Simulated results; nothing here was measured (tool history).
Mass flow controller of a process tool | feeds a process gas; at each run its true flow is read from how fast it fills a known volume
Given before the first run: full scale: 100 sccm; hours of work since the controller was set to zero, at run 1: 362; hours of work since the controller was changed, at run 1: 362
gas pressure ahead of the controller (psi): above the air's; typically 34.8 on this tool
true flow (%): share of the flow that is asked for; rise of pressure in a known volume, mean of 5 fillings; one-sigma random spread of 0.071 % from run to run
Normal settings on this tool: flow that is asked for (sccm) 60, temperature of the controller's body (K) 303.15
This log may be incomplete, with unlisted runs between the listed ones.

run	day	flow that is asked for (sccm)	gas pressure ahead of the controller (psi)	temperature of the controller's body (K)	hours of work since the controller was set to zero	hours of work since the controller was changed	true flow (%)
1	0	60	34.8	303.15	362	362	99.76
2	3.175	60	34.8	294.15	387	387	98.73
3	5.912	60	34.8	294.15	408	408	98.78
4	8.992	60	28.7	303.15	431	431	99.59
5	11.412	12	34.8	303.15	450	450	98.09
6	14.254	12	34.8	303.15	472	472	98.13
7	17.225	12	34.8	303.15	495	495	98.08
# day 17.517: controller's zero set anew
8	20.246	39	34.8	303.15	21	518	99.22
9	23.358	60	27.7	296.15	45	542	98.69
10	27.033	25	39.3	303.15	73	570	98.99
11	29.462	25	39.3	303.15	92	589	98.92
12	33.121	68	34.2	303.15	120	617	100.03
13	36.133	19	31.6	303.15	143	640	98.43
# day 37.721: controller's zero set anew, once more
14	38.342	19	31.6	303.15	5	657	98.88

What if the next run were any one of these 3? Each begins from the tool's condition after run 14:
A	40.496	24	31.6	296.15	21	674	?
B	40.496	34	37.1	307.15	21	674	?
C	40.496	94	39.6	302.15	21	674	?

run	true flow (%)
A	98.15
B	99.82
C	101.02
With the hidden condition removed and each run's random variation left untouched, the same runs would have given:
run	true flow (%)
A	97.91
B	99.58
C	100.77
